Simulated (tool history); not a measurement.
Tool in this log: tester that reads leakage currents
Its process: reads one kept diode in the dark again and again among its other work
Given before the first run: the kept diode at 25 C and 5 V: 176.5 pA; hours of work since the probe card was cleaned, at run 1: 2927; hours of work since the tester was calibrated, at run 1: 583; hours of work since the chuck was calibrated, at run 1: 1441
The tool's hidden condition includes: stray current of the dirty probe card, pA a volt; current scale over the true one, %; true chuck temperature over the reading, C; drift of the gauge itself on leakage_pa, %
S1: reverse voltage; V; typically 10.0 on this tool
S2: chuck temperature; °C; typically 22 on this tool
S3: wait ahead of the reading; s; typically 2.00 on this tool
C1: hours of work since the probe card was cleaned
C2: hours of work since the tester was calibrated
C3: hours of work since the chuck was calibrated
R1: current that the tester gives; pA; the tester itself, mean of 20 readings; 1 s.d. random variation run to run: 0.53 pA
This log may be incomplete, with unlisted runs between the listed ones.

| run | hour | S1 | S2 | S3 | C1 | C2 | C3 | R1 |
|---|---|---|---|---|---|---|---|---|
| 1 | 0.0 | 10.0 | 22 | 2.00 | 2927 | 583 | 1441 | 177.79 |
| 2 | 26.5 | 10.0 | 22 | 5.43 | 2938 | 594 | 1452 | 176.75 |
| 3 | 43.7 | 10.0 | 22 | 5.43 | 2945 | 601 | 1459 | 176.72 |
| 4 | 75.2 | 11.9 | 22 | 2.00 | 2957 | 613 | 1472 | 190.40 |
| 5 | 95.6 | 10.0 | 32 | 2.00 | 2966 | 622 | 1481 | 397.95 |
| 6 | 113.9 | 10.0 | 22 | 2.00 | 2973 | 629 | 1488 | 176.32 |
| 7 | 142.8 | 10.0 | 28 | 2.00 | 2985 | 641 | 1500 | 286.78 |
| 8 | 172.4 | 10.0 | 22 | 2.76 | 2997 | 653 | 1512 | 176.78 |
| 9 | 204.3 | 10.0 | 22 | 6.05 | 3010 | 666 | 1525 | 175.83 |
| 10 | 237.4 | 10.0 | 22 | 6.05 | 3024 | 680 | 1539 | 175.03 |
| 11 | 266.2 | 12.7 | 22 | 6.05 | 3036 | 692 | 1550 | 193.87 |
| 12 | 288.9 | 5.8 | 22 | 2.00 | 3045 | 701 | 1560 | 142.02 |
| 13 | 321.9 | 10.0 | 22 | 2.00 | 3059 | 715 | 1573 | 177.03 |
| 14 | 356.0 | 10.0 | 22 | 2.00 | 3073 | 729 | 1587 | 176.96 |
| 15 | 385.0 | 10.0 | 22 | 2.70 | 3085 | 741 | 1599 | 176.89 |
| 16 | 412.3 | 10.0 | 22 | 2.70 | 3096 | 752 | 1610 | 176.36 |
| 17 | 437.9 | 10.0 | 22 | 2.70 | 3106 | 762 | 1621 | 175.12 |
| 18 | 453.3 | 10.0 | 22 | 2.70 | 3113 | 769 | 1627 | 177.12 |
| 19 | 478.0 | 10.0 | 22 | 2.70 | 3123 | 779 | 1637 | 176.52 |
| 20 | 501.4 | 10.0 | 22 | 2.70 | 3132 | 788 | 1647 | 176.62 |
| 21 | 516.3 | 10.0 | 22 | 2.70 | 3138 | 794 | 1653 | 176.00 |
| 22 | 541.3 | 15.3 | 42 | 0.42 | 3149 | 805 | 1663 | 1020.30 |
| 23 | 561.5 | 10.0 | 22 | 2.54 | 3157 | 813 | 1672 | 176.79 |
| 24 | 590.8 | 6.7 | 31 | 2.54 | 3169 | 825 | 1684 | 315.43 |
| 25 | 621.1 | 1.5 | 22 | 2.00 | 3181 | 837 | 1696 | 84.95 |
| 26 | 654.7 | 11.6 | 29 | 0.72 | 3195 | 851 | 1710 | 331.41 |
| 27 | 672.4 | 3.0 | 29 | 0.37 | 3202 | 858 | 1717 | 199.62 |
| 28 | 706.4 | 11.9 | 22 | 2.00 | 3216 | 872 | 1731 | 189.30 |
| 29 | 722.7 | 7.9 | 22 | 2.00 | 3223 | 879 | 1738 | 159.49 |
| 30 | 748.5 | 10.0 | 36 | 2.00 | 3234 | 890 | 1748 | 543.28 |
| 31 | 779.4 | 10.0 | 36 | 2.00 | 3246 | 902 | 1761 | 544.40 |
| 32 | 805.1 | 1.4 | 22 | 7.17 | 3257 | 913 | 1772 | 82.53 |
| 33 | 822.5 | 1.4 | 21 | 0.62 | 3264 | 920 | 1779 | 75.42 |
| 34 | 846.4 | 10.0 | 22 | 0.65 | 3274 | 930 | 1788 | 178.65 |
| 35 | 862.7 | 3.5 | 30 | 7.74 | 3280 | 936 | 1795 | 226.98 |
| 36 | 898.2 | 3.5 | 30 | 7.74 | 3295 | 951 | 1810 | 226.08 |
| 37 | 925.4 | 3.5 | 30 | 7.74 | 3306 | 962 | 1821 | 227.10 |
| 38 | 956.2 | 2.7 | 59 | 2.00 | 3319 | 975 | 1834 | 1886.00 |
| 39 | 981.7 | 2.7 | 59 | 2.00 | 3329 | 985 | 1844 | 1892.49 |
| 40 | 1013.3 | 2.7 | 59 | 2.00 | 3342 | 998 | 1857 | 1893.22 |
| 41 | 1035.1 | 2.7 | 59 | 2.00 | 3351 | 1007 | 1866 | 1886.76 |

What if the next run were any one of these 3? Each begins from the tool's condition after run 41:
| A | 1067.3 | 7.8 | 52 | 1.44 | 3364 | 1020 | 1879 | ? |
| B | 1067.3 | 2.7 | 27 | 2.00 | 3364 | 1020 | 1879 | ? |
| C | 1067.3 | 5.4 | 40 | 1.34 | 3364 | 1020 | 1879 | ? |

| run | R1 |
|---|---|
| A | 1671.19 |
| B | 160.81 |
| C | 592.17 |
What these runs would have given with no unlogged condition in the tool:
| run | R1 |
|---|---|
| A | 1772.80 |
| B | 169.45 |
| C | 627.32 |

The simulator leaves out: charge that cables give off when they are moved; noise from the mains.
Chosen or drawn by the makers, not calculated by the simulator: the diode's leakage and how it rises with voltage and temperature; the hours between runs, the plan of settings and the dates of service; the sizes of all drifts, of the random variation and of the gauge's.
